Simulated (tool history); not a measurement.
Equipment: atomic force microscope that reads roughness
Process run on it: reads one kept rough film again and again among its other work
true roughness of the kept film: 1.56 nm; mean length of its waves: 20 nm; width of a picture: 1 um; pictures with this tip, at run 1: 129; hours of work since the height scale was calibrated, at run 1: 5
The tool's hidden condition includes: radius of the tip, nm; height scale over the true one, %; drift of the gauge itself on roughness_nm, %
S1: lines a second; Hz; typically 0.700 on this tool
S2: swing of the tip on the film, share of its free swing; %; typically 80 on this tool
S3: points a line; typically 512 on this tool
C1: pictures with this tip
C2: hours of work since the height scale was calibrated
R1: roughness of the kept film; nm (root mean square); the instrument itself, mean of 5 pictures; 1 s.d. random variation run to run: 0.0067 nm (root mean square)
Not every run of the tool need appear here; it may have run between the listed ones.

| run | day | S1 | S2 | S3 | C1 | C2 | R1 |
|---|---|---|---|---|---|---|---|
| 1 | 0.000 | 0.700 | 80 | 512 | 129 | 5 | 1.084 |
| 2 | 0.167 | 0.700 | 80 | 512 | 138 | 7 | 1.071 |
| 3 | 0.504 | 0.700 | 73 | 512 | 157 | 13 | 1.058 |
| 4 | 0.779 | 0.700 | 73 | 512 | 172 | 17 | 1.032 |
| 5 | 1.029 | 0.700 | 84 | 512 | 185 | 21 | 0.989 |
|  | 1.246 | new tip fitted |
| 6 | 1.438 | 0.700 | 84 | 512 | 10 | 28 | 1.296 |
| 7 | 1.658 | 0.700 | 84 | 512 | 23 | 31 | 1.263 |
| 8 | 1.917 | 0.700 | 80 | 755 | 37 | 35 | 1.256 |
| 9 | 2.104 | 0.700 | 80 | 490 | 47 | 38 | 1.237 |
| 10 | 2.275 | 0.700 | 80 | 490 | 56 | 41 | 1.200 |
| 11 | 2.579 | 0.700 | 80 | 512 | 73 | 46 | 1.171 |
| 12 | 2.921 | 0.700 | 80 | 489 | 92 | 52 | 1.146 |
| 13 | 3.229 | 0.700 | 80 | 489 | 109 | 57 | 1.118 |
| 14 | 3.396 | 0.700 | 81 | 512 | 118 | 59 | 1.087 |
| 15 | 3.746 | 0.700 | 81 | 512 | 137 | 65 | 1.049 |
| 16 | 3.996 | 0.779 | 80 | 512 | 150 | 69 | 1.040 |
| 17 | 4.354 | 0.779 | 80 | 512 | 170 | 75 | 1.005 |
| 18 | 4.521 | 0.779 | 80 | 512 | 179 | 78 | 0.998 |
|  | 4.858 | new tip fitted |
| 19 | 4.879 | 3.821 | 58 | 732 | 2 | 83 | 1.295 |
| 20 | 5.133 | 3.821 | 58 | 732 | 16 | 87 | 1.269 |
| 21 | 5.350 | 1.937 | 67 | 512 | 27 | 91 | 1.251 |
| 22 | 5.658 | 1.765 | 70 | 302 | 44 | 96 | 1.184 |
|  | 5.725 | height scale calibrated on a step standard |
| 23 | 5.862 | 0.700 | 84 | 679 | 53 | 2 | 1.216 |
| 24 | 6.183 | 0.700 | 84 | 679 | 71 | 7 | 1.182 |
| 25 | 6.404 | 0.700 | 84 | 679 | 83 | 11 | 1.150 |
| 26 | 6.642 | 3.941 | 83 | 609 | 96 | 15 | 0.923 |
| 27 | 6.975 | 1.864 | 83 | 609 | 114 | 20 | 1.015 |
|  | 7.171 | height scale calibrated on a step standard, once more |
| 28 | 7.329 | 1.179 | 66 | 953 | 131 | 3 | 1.093 |
| 29 | 7.688 | 0.827 | 80 | 790 | 150 | 8 | 1.048 |
| 30 | 7.850 | 0.827 | 80 | 790 | 159 | 11 | 1.032 |
| 31 | 8.117 | 1.169 | 84 | 370 | 174 | 15 | 0.964 |
| 32 | 8.404 | 1.169 | 69 | 1021 | 190 | 20 | 0.994 |
|  | 8.554 | new tip fitted |
| 33 | 8.662 | 1.169 | 69 | 1021 | 6 | 24 | 1.328 |
| 34 | 8.854 | 0.700 | 80 | 479 | 16 | 27 | 1.305 |
| 35 | 9.221 | 0.649 | 56 | 311 | 36 | 33 | 1.287 |
| 36 | 9.542 | 0.649 | 56 | 311 | 54 | 38 | 1.228 |

Below, some changes in R1 between adjacent runs. For each, the amount present without the hidden state too (settings, incoming material, random variation) and the amount remaining for the hidden state with gauge scatter not shared by both compared results:
Run 5 -> 6: new tip fitted. R1 +0.307 nm (root mean square): hidden state +0.305, all else +0.002.
Run 18 -> 19: S1 0.779 -> 3.821, S2 80 -> 58, S3 512 -> 732, new tip fitted. R1 +0.297 nm (root mean square): hidden state +0.312, all else -0.015.
Run 32 -> 33: new tip fitted. R1 +0.334 nm (root mean square): hidden state +0.325, all else +0.009.

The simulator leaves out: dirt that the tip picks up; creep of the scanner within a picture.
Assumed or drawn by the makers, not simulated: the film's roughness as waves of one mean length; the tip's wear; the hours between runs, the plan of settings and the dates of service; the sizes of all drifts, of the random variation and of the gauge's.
